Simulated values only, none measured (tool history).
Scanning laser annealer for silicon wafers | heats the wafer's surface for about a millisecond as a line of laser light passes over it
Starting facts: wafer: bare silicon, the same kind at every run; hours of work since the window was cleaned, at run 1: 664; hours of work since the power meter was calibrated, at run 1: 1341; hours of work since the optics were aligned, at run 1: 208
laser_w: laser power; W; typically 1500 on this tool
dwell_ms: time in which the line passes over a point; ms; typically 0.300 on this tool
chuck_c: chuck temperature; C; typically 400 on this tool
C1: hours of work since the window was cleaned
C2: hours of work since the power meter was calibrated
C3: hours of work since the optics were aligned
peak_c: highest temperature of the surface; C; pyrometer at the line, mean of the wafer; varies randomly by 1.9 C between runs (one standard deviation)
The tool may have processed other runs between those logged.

Run 1, hour 0.0: usual settings; C1 664; C2 1341; C3 208. Result: peak_c 1167 C.
Run 2, hour 57.3: usual settings; C1 706; C2 1383; C3 250. Result: peak_c 1166 C.
Run 3, hour 100.3: usual settings; C1 738; C2 1415; C3 282. Result: peak_c 1160 C.
Run 4, hour 176.4: usual settings but laser_w 1317 W; C1 794; C2 1471; C3 338. Result: peak_c 1055 C.
Run 5, hour 222.8: usual settings but laser_w 1317 W; C1 829; C2 1505; C3 372. Result: peak_c 1052 C.
Run 6, hour 298.5: usual settings but laser_w 1317 W; C1 885; C2 1561; C3 428. Result: peak_c 1050 C.
At hour 348.6: window over the wafer cleaned.
Run 7, hour 367.3: usual settings but laser_w 1317 W; C1 14; C2 1611; C3 478. Result: peak_c 1094 C.
Run 8, hour 413.8: usual settings but laser_w 1317 W; C1 48; C2 1645; C3 512. Result: peak_c 1088 C.
Run 9, hour 454.4: usual settings but laser_w 1317 W; C1 78; C2 1675; C3 542. Result: peak_c 1085 C.
Run 10, hour 491.1: usual settings but laser_w 1317 W; C1 105; C2 1702; C3 569. Result: peak_c 1087 C.
Run 11, hour 573.6: usual settings but laser_w 1317 W; C1 166; C2 1763; C3 630. Result: peak_c 1082 C.
Run 12, hour 616.1: usual settings but chuck_c 418 C; C1 198; C2 1794; C3 661. Result: peak_c 1203 C.
Run 13, hour 663.3: usual settings but chuck_c 418 C; C1 232; C2 1829; C3 696. Result: peak_c 1203 C.
Run 14, hour 735.1: usual settings but chuck_c 418 C; C1 285; C2 1882; C3 749. Result: peak_c 1197 C.
Run 15, hour 796.0: usual settings but chuck_c 418 C; C1 330; C2 1927; C3 794. Result: peak_c 1197 C.
Run 16, hour 848.1: usual settings but chuck_c 418 C; C1 369; C2 1966; C3 833. Result: peak_c 1191 C.
Run 17, hour 898.6: usual settings but laser_w 1287 W, dwell_ms 0.261 ms, chuck_c 428 C; C1 406; C2 2003; C3 870. Result: peak_c 1038 C.
Run 18, hour 953.6: usual settings but laser_w 1418 W; C1 447; C2 2044; C3 911. Result: peak_c 1121 C.
Run 19, hour 998.2: usual settings but laser_w 1418 W; C1 480; C2 2077; C3 944. Result: peak_c 1120 C.
Run 20, hour 1060.1: usual settings but laser_w 1600 W, chuck_c 372 C; C1 526; C2 2122; C3 989. Result: peak_c 1189 C.
Run 21, hour 1107.8: usual settings but laser_w 1600 W, chuck_c 372 C; C1 561; C2 2158; C3 1024. Result: peak_c 1191 C.
At hour 1187.4: optics aligned, line set to its width.
Run 22, hour 1198.1: usual settings but laser_w 1509 W, dwell_ms 0.258 ms, chuck_c 414 C; C1 624; C2 2221; C3 8. Result: peak_c 1151 C.
Run 23, hour 1246.6: usual settings but dwell_ms 0.308 ms, chuck_c 398 C; C1 660; C2 2256; C3 44. Result: peak_c 1182 C.
Run 24, hour 1300.4: usual settings but dwell_ms 0.308 ms, chuck_c 398 C; C1 699; C2 2296; C3 83. Result: peak_c 1182 C.
Run 25, hour 1340.9: usual settings but dwell_ms 0.346 ms, chuck_c 416 C; C1 729; C2 2326; C3 113. Result: peak_c 1238 C.
Run 26, hour 1380.1: usual settings but dwell_ms 0.346 ms, chuck_c 416 C; C1 758; C2 2355; C3 142. Result: peak_c 1234 C.
Run 27, hour 1436.1: usual settings but dwell_ms 0.346 ms, chuck_c 395 C; C1 800; C2 2396; C3 184. Result: peak_c 1209 C.
Run 28, hour 1476.3: usual settings but dwell_ms 0.346 ms, chuck_c 425 C; C1 829; C2 2426; C3 213. Result: peak_c 1237 C.
Run 29, hour 1529.8: usual settings but laser_w 1446 W, dwell_ms 0.346 ms, chuck_c 410 C; C1 869; C2 2466; C3 253. Result: peak_c 1185 C.
Run 30, hour 1582.1: usual settings but dwell_ms 0.212 ms; C1 908; C2 2504; C3 292. Result: peak_c 1055 C.

Forecast each of these 3 alternatives for the next run:
At hour 1600.8: window over the wafer cleaned.
Run A, hour 1622.8: usual settings but chuck_c 432 C; C1 16; C2 2533; C3 320. Result: peak_c ?.
At hour 1600.8: window over the wafer cleaned.
Run B, hour 1622.8: usual settings but laser_w 1629 W, dwell_ms 0.268 ms, chuck_c 363 C; C1 16; C2 2533; C3 320. Result: peak_c ?.
At hour 1600.8: window over the wafer cleaned.
Run C, hour 1622.8: usual settings but laser_w 1450 W, dwell_ms 0.238 ms, chuck_c 425 C; C1 16; C2 2533; C3 320. Result: peak_c ?.

run  peak_c
  A    1239
  B    1205
  C    1129
Stripped of hidden state, with their random variation kept, the same runs would have yielded:
run  peak_c
  A    1243
  B    1210
  C    1133
